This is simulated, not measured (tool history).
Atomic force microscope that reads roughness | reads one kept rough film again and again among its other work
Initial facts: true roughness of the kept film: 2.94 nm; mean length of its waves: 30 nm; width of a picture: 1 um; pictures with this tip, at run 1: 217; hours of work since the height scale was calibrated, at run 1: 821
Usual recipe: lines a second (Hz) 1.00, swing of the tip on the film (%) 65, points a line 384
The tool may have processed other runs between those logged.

run,hour,lines a second (Hz),swing of the tip on the film (%),points a line,pictures with this tip,hours of work since the height scale was calibrated,roughness of the kept film (nm (root mean square))
1,0.0,1.00,65,384,217,821,2.553
2,43.4,1.00,65,384,259,849,2.544
3,89.3,1.00,86,384,304,879,2.428
4,158.0,1.00,65,384,371,923,2.461
# hour 185.9: new tip fitted
5,213.8,1.00,65,328,27,959,2.660
6,279.8,1.00,65,273,91,1002,2.574
# hour 286.1: height scale calibrated on a step standard
7,321.0,1.00,65,273,131,23,2.556
8,384.1,0.67,65,747,192,63,2.569
9,437.3,1.78,78,920,244,98,2.408
10,471.0,0.87,59,567,277,120,2.497
11,526.3,3.98,87,682,331,155,2.089
12,580.4,3.98,87,682,384,190,2.059
# hour 592.9: new tip fitted
13,633.4,3.98,87,682,39,224,2.241
# hour 651.9: height scale calibrated on a step standard, once more
14,695.0,1.00,69,467,98,28,2.609

3 ways to go on from here, each from the tool as it stands after run 14. What would each give?
A,749.7,1.00,69,441,152,63,?
B,749.7,2.60,87,488,152,63,?
C,749.7,0.72,62,356,152,63,?

run,roughness of the kept film (nm (root mean square))
A,2.600
B,2.337
C,2.622
Had the tool no hidden state, the same runs would have come out as:
run,roughness of the kept film (nm (root mean square))
A,2.704
B,2.431
C,2.727
